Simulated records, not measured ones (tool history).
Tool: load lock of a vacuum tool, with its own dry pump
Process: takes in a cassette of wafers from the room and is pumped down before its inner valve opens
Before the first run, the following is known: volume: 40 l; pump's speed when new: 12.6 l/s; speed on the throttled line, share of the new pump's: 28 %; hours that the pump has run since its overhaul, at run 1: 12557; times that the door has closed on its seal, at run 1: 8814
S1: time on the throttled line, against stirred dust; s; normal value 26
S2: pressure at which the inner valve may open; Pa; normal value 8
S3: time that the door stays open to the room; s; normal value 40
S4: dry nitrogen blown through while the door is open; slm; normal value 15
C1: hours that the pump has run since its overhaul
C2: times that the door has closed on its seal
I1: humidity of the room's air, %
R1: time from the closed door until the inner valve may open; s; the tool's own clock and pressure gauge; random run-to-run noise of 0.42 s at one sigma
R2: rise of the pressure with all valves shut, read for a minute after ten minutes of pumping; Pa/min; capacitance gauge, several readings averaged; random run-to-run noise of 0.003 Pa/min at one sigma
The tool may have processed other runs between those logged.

{"run": 1, "hour": 0.0, "S1": 26, "S2": 8, "S3": 40, "S4": 15, "C1": 12557, "C2": 8814, "I1": 40.6, "R1": 53.9, "R2": 0.042}
{"run": 2, "hour": 102.4, "S1": 26, "S2": 8, "S3": 40, "S4": 15, "C1": 12659, "C2": 9183, "I1": 41.4, "R1": 53.3, "R2": 0.044}
{"run": 3, "hour": 237.2, "S1": 26, "S2": 11, "S3": 40, "S4": 15, "C1": 12794, "C2": 9670, "I1": 43.2, "R1": 52.4, "R2": 0.049}
{"run": 4, "hour": 292.2, "S1": 26, "S2": 8, "S3": 40, "S4": 15, "C1": 12849, "C2": 9869, "I1": 46.3, "R1": 54.7, "R2": 0.048}
{"run": 5, "hour": 424.5, "S1": 26, "S2": 8, "S3": 40, "S4": 15, "C1": 12982, "C2": 10346, "I1": 44.7, "R1": 54, "R2": 0.054}
{"run": 6, "hour": 499.6, "S1": 26, "S2": 8, "S3": 40, "S4": 13, "C1": 13057, "C2": 10617, "I1": 46.7, "R1": 53.8, "R2": 0.053}
{"run": 7, "hour": 609.7, "S1": 26, "S2": 8, "S3": 50, "S4": 15, "C1": 13167, "C2": 11015, "I1": 47.4, "R1": 54, "R2": 0.052}
{"run": 8, "hour": 693.8, "S1": 26, "S2": 8, "S3": 50, "S4": 15, "C1": 13251, "C2": 11319, "I1": 48.3, "R1": 54, "R2": 0.056}
{"run": 9, "hour": 807.6, "S1": 26, "S2": 8, "S3": 40, "S4": 35, "C1": 13365, "C2": 11730, "I1": 42.3, "R1": 54.2, "R2": 0.047}
{"run": 10, "hour": 934.6, "S1": 26, "S2": 8, "S3": 40, "S4": 35, "C1": 13492, "C2": 12188, "I1": 45.8, "R1": 54.8, "R2": 0.052}
{"run": 11, "hour": 1061.3, "S1": 26, "S2": 8, "S3": 40, "S4": 35, "C1": 13618, "C2": 12646, "I1": 46.9, "R1": 54.7, "R2": 0.055}
{"run": 12, "hour": 1116.1, "S1": 26, "S2": 8, "S3": 40, "S4": 35, "C1": 13673, "C2": 12843, "I1": 45.5, "R1": 55.5, "R2": 0.052}
{"run": 13, "hour": 1215.8, "S1": 26, "S2": 6, "S3": 40, "S4": 35, "C1": 13773, "C2": 13203, "I1": 44.3, "R1": 56, "R2": 0.059}
{"run": 14, "hour": 1332.1, "S1": 26, "S2": 6, "S3": 40, "S4": 35, "C1": 13889, "C2": 13623, "I1": 47.6, "R1": 56.2, "R2": 0.056}
{"run": 15, "hour": 1420.2, "S1": 26, "S2": 6, "S3": 40, "S4": 23, "C1": 13977, "C2": 13941, "I1": 41.4, "R1": 55.4, "R2": 0.056}
{"run": 16, "hour": 1514.3, "S1": 26, "S2": 6, "S3": 40, "S4": 23, "C1": 14071, "C2": 14281, "I1": 47.4, "R1": 55.8, "R2": 0.061}
{"run": 17, "hour": 1635.3, "S1": 26, "S2": 6, "S3": 40, "S4": 23, "C1": 14192, "C2": 14718, "I1": 45, "R1": 55.2, "R2": 0.061}
{"run": 18, "hour": 1768.6, "S1": 26, "S2": 6, "S3": 78, "S4": 23, "C1": 14326, "C2": 15199, "I1": 45.1, "R1": 56.1, "R2": 0.074}
{"run": 19, "hour": 1886.2, "S1": 26, "S2": 6, "S3": 78, "S4": 23, "C1": 14443, "C2": 15624, "I1": 45.8, "R1": 55.6, "R2": 0.079}
{"run": 20, "hour": 1957.7, "S1": 33, "S2": 8, "S3": 31, "S4": 37, "C1": 14515, "C2": 15882, "I1": 47.2, "R1": 59.9, "R2": 0.064}
{"run": 21, "hour": 2092.5, "S1": 21, "S2": 8, "S3": 40, "S4": 15, "C1": 14650, "C2": 16368, "I1": 45.6, "R1": 50.9, "R2": 0.078}
{"run": 22, "hour": 2178.0, "S1": 18, "S2": 9, "S3": 40, "S4": 5, "C1": 14735, "C2": 16677, "I1": 42.9, "R1": 49.9, "R2": 0.078}
{"run": 23, "hour": 2273.4, "S1": 13, "S2": 9, "S3": 73, "S4": 5, "C1": 14830, "C2": 17021, "I1": 47, "R1": 45.9, "R2": 0.097}
{"run": 24, "hour": 2367.5, "S1": 21, "S2": 8, "S3": 202, "S4": 12, "C1": 14925, "C2": 17361, "I1": 46, "R1": 51.6, "R2": 0.12}
{"run": 25, "hour": 2442.9, "S1": 22, "S2": 8, "S3": 78, "S4": 22, "C1": 15000, "C2": 17633, "I1": 43.8, "R1": 52.7, "R2": 0.09}
{"run": 26, "hour": 2533.2, "S1": 22, "S2": 8, "S3": 188, "S4": 22, "C1": 15090, "C2": 17959, "I1": 44.8, "R1": 53.3, "R2": 0.106}
{"run": 27, "hour": 2643.5, "S1": 32, "S2": 8, "S3": 40, "S4": 15, "C1": 15201, "C2": 18358, "I1": 41.9, "R1": 58.7, "R2": 0.087}
{"run": 28, "hour": 2755.8, "S1": 49, "S2": 8, "S3": 40, "S4": 15, "C1": 15313, "C2": 18763, "I1": 45, "R1": 70.5, "R2": 0.091}
{"run": 29, "hour": 2865.1, "S1": 49, "S2": 13, "S3": 140, "S4": 22, "C1": 15422, "C2": 19158, "I1": 44, "R1": 67.3, "R2": 0.11}
{"run": 30, "hour": 2948.9, "S1": 21, "S2": 16, "S3": 100, "S4": 4, "C1": 15506, "C2": 19460, "I1": 46.7, "R1": 49.3, "R2": 0.113}
{"run": 31, "hour": 3078.2, "S1": 21, "S2": 9, "S3": 40, "S4": 4, "C1": 15635, "C2": 19927, "I1": 47.7, "R1": 51.2, "R2": 0.099}
{"run": 32, "hour": 3161.8, "S1": 21, "S2": 9, "S3": 40, "S4": 4, "C1": 15719, "C2": 20229, "I1": 42.8, "R1": 51.8, "R2": 0.097}
{"run": 33, "hour": 3233.4, "S1": 15, "S2": 8, "S3": 59, "S4": 17, "C1": 15791, "C2": 20488, "I1": 46.2, "R1": 48.9, "R2": 0.103}
{"run": 34, "hour": 3325.2, "S1": 14, "S2": 11, "S3": 40, "S4": 7, "C1": 15882, "C2": 20819, "I1": 47, "R1": 45.9, "R2": 0.104}
{"run": 35, "hour": 3407.9, "S1": 26, "S2": 7, "S3": 40, "S4": 15, "C1": 15965, "C2": 21118, "I1": 43.5, "R1": 55.8, "R2": 0.103}
{"run": 36, "hour": 3471.0, "S1": 38, "S2": 8, "S3": 180, "S4": 15, "C1": 16028, "C2": 21345, "I1": 47.9, "R1": 63.3, "R2": 0.135}

Predict each of these 3 candidate next runs independently; none follows another, all start after run 36:
{"run": "A", "hour": 3528.7, "S1": 18, "S2": 8, "S3": 217, "S4": 23, "C1": 16086, "C2": 21554, "I1": 42.8, "R1": "?", "R2": "?"}
{"run": "B", "hour": 3528.7, "S1": 26, "S2": 8, "S3": 40, "S4": 25, "C1": 16086, "C2": 21554, "I1": 47.4, "R1": "?", "R2": "?"}
{"run": "C", "hour": 3528.7, "S1": 38, "S2": 15, "S3": 210, "S4": 9, "C1": 16086, "C2": 21554, "I1": 46.6, "R1": "?", "R2": "?"}

run=A R1=49.9 R2=0.119
run=B R1=55.8 R2=0.1
run=C R1=60.8 R2=0.149
Had the tool no hidden state, the same runs would have come out as:
run=A R1=43 R2=0.039
run=B R1=49.5 R2=0.019
run=C R1=55.9 R2=0.067

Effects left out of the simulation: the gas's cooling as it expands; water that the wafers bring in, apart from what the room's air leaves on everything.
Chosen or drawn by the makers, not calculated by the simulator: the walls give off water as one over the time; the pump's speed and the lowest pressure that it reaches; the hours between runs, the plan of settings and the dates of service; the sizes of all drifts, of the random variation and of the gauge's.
